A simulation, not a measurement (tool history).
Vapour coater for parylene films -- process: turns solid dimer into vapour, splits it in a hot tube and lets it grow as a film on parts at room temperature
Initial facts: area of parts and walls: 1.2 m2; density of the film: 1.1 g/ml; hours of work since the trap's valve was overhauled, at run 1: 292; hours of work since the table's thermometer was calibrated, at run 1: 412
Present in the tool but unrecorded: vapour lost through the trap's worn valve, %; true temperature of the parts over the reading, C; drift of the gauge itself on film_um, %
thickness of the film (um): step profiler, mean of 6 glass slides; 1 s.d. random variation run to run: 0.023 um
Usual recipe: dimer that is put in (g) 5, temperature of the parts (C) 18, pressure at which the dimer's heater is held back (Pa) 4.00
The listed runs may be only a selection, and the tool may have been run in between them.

run	day	dimer that is put in (g)	temperature of the parts (C)	pressure at which the dimer's heater is held back (Pa)	hours of work since the trap's valve was overhauled	hours of work since the table's thermometer was calibrated	thickness of the film (um)
1	0.000	5	18	4.00	292	412	1.74
2	0.550	5	18	4.00	301	420	1.71
3	1.288	5	17	4.00	312	432	1.74
4	2.033	5	17	4.00	324	444	1.78
5	2.883	5	18	4.00	338	457	1.68
6	3.583	5	18	4.00	349	469	1.72
7	4.204	5	18	4.00	359	478	1.66
8	4.904	5	18	4.00	370	490	1.70
9	5.567	5	18	4.00	380	500	1.68
10	6.521	5	18	4.00	395	515	1.70
11	6.983	5	18	2.33	403	523	1.89
12	7.675	5	18	2.33	414	534	1.86
13	8.304	5	18	2.33	424	544	1.89
14	8.996	5	18	2.33	435	555	1.88
15	9.962	5	18	2.33	450	570	1.83
16	10.829	5	18	2.33	464	584	1.87
17	11.408	5	18	2.33	473	593	1.81
18	11.950	5	18	2.33	482	601	1.84
19	12.367	5	18	4.00	488	608	1.68
20	13.129	5	18	4.00	500	620	1.65
# day 13.383: trap's valve overhauled
21	14.129	5	18	4.00	12	633	1.58
22	14.646	5	18	4.00	20	642	1.62
# day 15.317: trap's valve overhauled, once more
23	15.642	7	18	4.00	5	655	2.57
24	16.238	5	18	2.24	15	664	2.03
25	17.033	5	18	2.24	27	677	2.06
26	17.592	8	12	2.24	36	686	4.13
27	18.533	5	22	3.53	51	701	1.60
28	19.100	2	22	2.13	60	710	0.69
29	20.108	8	16	11.94	76	726	2.51
30	21.038	8	16	11.94	91	740	2.49
31	21.642	8	16	11.94	100	750	2.47
32	22.217	7	15	11.08	110	759	2.30
33	22.971	4	15	11.08	122	771	1.31
34	23.592	5	29	4.00	131	781	1.14
35	24.592	5	14	2.49	147	797	2.26
36	25.371	2	28	2.49	160	809	0.52
37	25.858	5	13	3.98	167	817	2.17
38	26.838	5	13	3.98	183	833	2.14
39	27.362	3	28	2.30	191	841	0.79
40	28.067	3	18	5.48	202	852	0.98
41	28.925	6	14	4.00	216	866	2.44
42	29.721	6	14	4.00	229	878	2.45
43	30.475	6	14	4.00	241	890	2.47
44	31.400	6	14	4.00	255	905	2.40
45	31.875	3	16	4.00	263	913	1.14
46	32.446	8	10	2.95	272	922	3.97

Selected run-to-run steps in thickness of the film (um), each split into two signed amounts: the part the tool would show with no hidden state at all (from settings, incoming material and random variation), and the remainder, which goes to the hidden state together with any gauge scatter not common to the measured and the hidden-state-free results:
Run 22 -> 23: dimer that is put in (g) 5 -> 7, trap's valve overhauled, once more. thickness of the film (um) +0.95: hidden state +0.22, all else +0.73.
Run 25 -> 26: dimer that is put in (g) 5 -> 8, temperature of the parts (C) 18 -> 12. thickness of the film (um) +2.07: hidden state -0.02, all else +2.09.
Run 26 -> 27: dimer that is put in (g) 8 -> 5, temperature of the parts (C) 12 -> 22, pressure at which the dimer's heater is held back (Pa) 2.24 -> 3.53. thickness of the film (um) -2.53: hidden state +0.02, all else -2.55.
Run 40 -> 41: dimer that is put in (g) 3 -> 6, temperature of the parts (C) 18 -> 14, pressure at which the dimer's heater is held back (Pa) 5.48 -> 4.00. thickness of the film (um) +1.46: hidden state -0.07, all else +1.53.
Run 45 -> 46: dimer that is put in (g) 3 -> 8, temperature of the parts (C) 16 -> 10, pressure at which the dimer's heater is held back (Pa) 4.00 -> 2.95. thickness of the film (um) +2.83: hidden state -0.14, all else +2.97.

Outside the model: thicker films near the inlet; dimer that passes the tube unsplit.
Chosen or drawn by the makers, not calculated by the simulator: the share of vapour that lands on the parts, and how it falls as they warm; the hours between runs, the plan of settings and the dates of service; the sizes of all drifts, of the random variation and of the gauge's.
